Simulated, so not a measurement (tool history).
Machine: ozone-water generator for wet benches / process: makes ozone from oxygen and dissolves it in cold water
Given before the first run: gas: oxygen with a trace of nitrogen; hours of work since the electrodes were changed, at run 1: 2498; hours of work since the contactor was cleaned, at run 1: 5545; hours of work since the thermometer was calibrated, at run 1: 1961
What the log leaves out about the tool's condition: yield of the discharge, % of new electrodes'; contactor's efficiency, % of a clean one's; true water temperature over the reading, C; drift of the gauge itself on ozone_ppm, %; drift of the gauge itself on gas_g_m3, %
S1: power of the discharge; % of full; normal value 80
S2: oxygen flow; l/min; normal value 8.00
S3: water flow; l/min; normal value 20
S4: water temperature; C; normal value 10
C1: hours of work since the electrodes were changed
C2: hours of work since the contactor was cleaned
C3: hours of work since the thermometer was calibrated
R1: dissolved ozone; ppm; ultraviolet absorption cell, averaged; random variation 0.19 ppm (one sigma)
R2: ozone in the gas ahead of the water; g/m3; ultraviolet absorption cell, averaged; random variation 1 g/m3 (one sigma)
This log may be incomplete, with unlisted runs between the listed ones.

Run 1, hour 0.0: usual settings; C1 2498; C2 5545; C3 1961. Result: R1 24.7 ppm, R2 163.6 g/m3.
Run 2, hour 88.4: usual settings; C1 2555; C2 5602; C3 2017. Result: R1 24.3 ppm, R2 160.8 g/m3.
Run 3, hour 223.3: usual settings; C1 2641; C2 5688; C3 2103. Result: R1 24.4 ppm, R2 160.7 g/m3.
Run 4, hour 346.3: usual settings but S3 15 l/min; C1 2720; C2 5767; C3 2182. Result: R1 29.5 ppm, R2 161.0 g/m3.
Run 5, hour 437.6: usual settings but S2 12.94 l/min; C1 2778; C2 5825; C3 2240. Result: R1 21.5 ppm, R2 115.3 g/m3.
At hour 449.6: water thermometer calibrated.
Run 6, hour 556.0: usual settings but S2 12.94 l/min; C1 2853; C2 5900; C3 68. Result: R1 21.3 ppm, R2 114.9 g/m3.
Run 7, hour 692.6: usual settings but S2 12.94 l/min; C1 2941; C2 5988; C3 155. Result: R1 21.7 ppm, R2 113.3 g/m3.
Run 8, hour 777.7: usual settings; C1 2995; C2 6042; C3 210. Result: R1 24.0 ppm, R2 159.2 g/m3.
Run 9, hour 861.0: usual settings; C1 3049; C2 6096; C3 263. Result: R1 24.5 ppm, R2 161.0 g/m3.
Run 10, hour 981.1: usual settings but S1 72 % of full, S4 12 C; C1 3125; C2 6172; C3 340. Result: R1 21.8 ppm, R2 147.2 g/m3.
Run 11, hour 1090.1: usual settings but S1 72 % of full, S4 12 C; C1 3195; C2 6242; C3 410. Result: R1 21.7 ppm, R2 147.3 g/m3.
Run 12, hour 1264.5: usual settings but S1 72 % of full, S2 7.26 l/min, S3 25 l/min, S4 12 C; C1 3307; C2 6354; C3 521. Result: R1 18.7 ppm, R2 157.7 g/m3.
At hour 1275.9: water thermometer calibrated, once more.
Run 13, hour 1437.5: usual settings but S1 57 % of full, S2 6.21 l/min, S3 29 l/min, S4 17 C; C1 3417; C2 6464; C3 103. Result: R1 13.2 ppm, R2 145.7 g/m3.
Run 14, hour 1553.9: usual settings but S2 6.68 l/min; C1 3492; C2 6539; C3 178. Result: R1 24.6 ppm, R2 179.3 g/m3.
Run 15, hour 1634.8: usual settings but S2 6.68 l/min; C1 3543; C2 6590; C3 230. Result: R1 24.4 ppm, R2 178.3 g/m3.
Run 16, hour 1752.3: usual settings but S3 26 l/min, S4 15 C; C1 3618; C2 6666; C3 305. Result: R1 18.2 ppm, R2 154.3 g/m3.

What if the next run were any one of these 4? Each begins from the tool's condition after run 16:
Run A, hour 1861.3: usual settings but S3 13 l/min, S4 15 C; C1 3688; C2 6735; C3 375. Result: R1 ?, R2 ?.
Run B, hour 1861.3: usual settings; C1 3688; C2 6735; C3 375. Result: R1 ?, R2 ?.
Run C, hour 1861.3: usual settings but S4 9 C; C1 3688; C2 6735; C3 375. Result: R1 ?, R2 ?.
Run D, hour 1861.3: usual settings but S1 68 % of full; C1 3688; C2 6735; C3 375. Result: R1 ?, R2 ?.

run    R1     R2
  A  28.0  155.2
  B  23.5  157.4
  C  24.0  155.4
  D  21.1  138.6
Stripped of hidden state, with their random variation kept, the same runs would have yielded:
run    R1     R2
  A  32.5  172.1
  B  27.6  174.4
  C  28.1  172.2
  D  24.4  151.8

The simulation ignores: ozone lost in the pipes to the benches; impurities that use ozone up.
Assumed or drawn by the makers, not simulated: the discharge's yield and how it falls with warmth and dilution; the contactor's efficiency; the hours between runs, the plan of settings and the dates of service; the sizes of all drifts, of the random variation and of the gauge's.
